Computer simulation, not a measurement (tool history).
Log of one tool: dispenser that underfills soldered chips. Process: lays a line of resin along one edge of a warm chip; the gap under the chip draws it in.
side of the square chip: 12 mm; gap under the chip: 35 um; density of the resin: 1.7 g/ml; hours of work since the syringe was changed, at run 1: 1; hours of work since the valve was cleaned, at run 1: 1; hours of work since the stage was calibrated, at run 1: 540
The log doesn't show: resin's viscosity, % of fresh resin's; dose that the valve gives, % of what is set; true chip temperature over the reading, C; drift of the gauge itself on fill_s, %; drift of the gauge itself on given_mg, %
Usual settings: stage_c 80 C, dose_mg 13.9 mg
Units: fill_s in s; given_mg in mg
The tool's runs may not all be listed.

run     day  stage_c  dose_mg  hours of work since the syringe was changed  hours of work since the valve was cleaned  hours of work since the stage was calibrated  fill_s  given_mg
  1   0.000       80     13.9                                            1                                          1                                           540   479.1     13.89
  2   0.304       93     13.9                                            7                                          7                                           546   294.3     13.96
      0.350  -- new syringe of resin
      0.733  -- new syringe of resin
  3   0.733       72     13.9                                            0                                         15                                           553   686.9     13.82
      1.129  -- new syringe of resin
  4   1.129       80     16.6                                            0                                         22                                           561   435.9     16.21
      1.525  -- new syringe of resin
  5   1.796       80     16.6                                            5                                         34                                           573   517.9     16.18
      1.912  -- new syringe of resin
  6   2.275       80     16.6                                            7                                         43                                           582   559.6     16.16
      2.350  -- new syringe of resin
      2.738  -- new syringe of resin
  7   2.779       80     16.6                                            1                                         53                                           591   458.1     16.04
      3.154  -- new syringe of resin
  8   3.254       80     13.9                                            2                                         61                                           600   489.2     13.39
      3.533  -- new syringe of resin
      3.925  -- new syringe of resin
  9   3.958       80     13.9                                            1                                         74                                           613   470.2     13.38
 10   4.279       70     13.9                                            7                                         81                                           619  1001.0     13.18
      4.350  -- new syringe of resin
      4.746  -- new syringe of resin
 11   4.967       70     13.9                                            4                                         93                                           632   924.6     13.13
      5.138  -- new syringe of resin
      5.300  -- dispensing valve cleaned and set on the balance
      5.342  -- stage's temperature calibrated
 12   5.379       70     13.9                                            3                                          1                                             1   669.9     13.82
      5.633  -- new syringe of resin
      6.025  -- new syringe of resin
 13   6.025       70     15.7                                            0                                         13                                            13   605.4     15.48
      6.425  -- new syringe of resin
 14   6.533       80     16.2                                            2                                         22                                            22   388.6     15.84
      6.817  -- new syringe of resin
      7.225  -- new syringe of resin
 15   7.250       80     16.2                                            1                                         35                                            35   356.7     15.85
      7.625  -- new syringe of resin
 16   7.646       80     16.2                                            0                                         43                                            43   353.6     15.75
      8.021  -- new syringe of resin
 17   8.025       80     16.2                                            0                                         50                                            50   360.2     15.83
      8.408  -- new syringe of resin
 18   8.408       68     13.9                                            0                                         57                                            57   692.6     13.42
      8.808  -- new syringe of resin
 19   9.071       82     14.3                                            5                                         69                                            69   394.4     13.86
      9.196  -- new syringe of resin
      9.600  -- new syringe of resin
 20   9.683       82     14.3                                            2                                         81                                            81   359.3     13.53
      9.983  -- new syringe of resin
 21  10.158       72     15.1                                            3                                         89                                            89   623.6     14.28
     10.400  -- new syringe of resin
 22  10.529       72     15.1                                            2                                         96                                            96   617.0     14.19
     10.671  -- dispensing valve cleaned and set on the balance
     10.838  -- new syringe of resin
     11.229  -- new syringe of resin
 23  11.229       76     15.1                                            0                                         10                                           108   455.1     15.21
     11.633  -- new syringe of resin
 24  11.721       81     13.2                                            2                                         19                                           118   380.2     13.07
     12.033  -- new syringe of resin
 25  12.208       81     13.2                                            3                                         29                                           127   392.3     13.11
     12.429  -- new syringe of resin
     12.833  -- new syringe of resin
 26  12.833       81     13.2                                            0                                         40                                           138   356.7     12.94
     13.242  -- new syringe of resin
 27  13.250       91     14.1                                            0                                         48                                           146   219.4     13.63
     13.650  -- new syringe of resin
 28  13.917       91     14.1                                            5                                         60                                           158   253.5     13.53
     14.062  -- new syringe of resin
     14.446  -- new syringe of resin
 29  14.512       91     18.0                                            1                                         71                                           169   227.6     17.29
     14.867  -- new syringe of resin
 30  14.946       72     13.0                                            2                                         79                                           177   633.9     12.50
     15.267  -- new syringe of resin
 31  15.321       72     13.0                                            1                                         86                                           184   618.3     12.46
     15.679  -- new syringe of resin
 32  15.858       70     17.2                                            3                                         96                                           194   737.9     16.37
     15.988  -- dispensing valve cleaned and set on the balance
     16.121  -- new syringe of resin
     16.525  -- new syringe of resin
 33  16.612       94     16.0                                            2                                         11                                           208   202.8     15.97
     16.908  -- new syringe of resin
     17.292  -- new syringe of resin
 34  17.292       68     15.3                                            0                                         24                                           220   773.6     15.13

Forecast each of these 4 alternatives for the next run:
  A  17.654       80     15.7                                            7                                         31                                           227       ?         ?
  B  17.654       80     17.3                                            7                                         31                                           227       ?         ?
  C  17.654       90     11.8                                            7                                         31                                           227       ?         ?
  D  17.654       68     12.6                                            7                                         31                                           227       ?         ?

run  fill_s  given_mg
  A   496.3     15.25
  B   498.5     17.05
  C   313.3     11.66
  D   987.6     12.38
Without the tool's hidden state the same runs would have given:
run  fill_s  given_mg
  A   354.9     15.50
  B   356.6     17.33
  C   224.5     11.85
  D   700.6     12.58
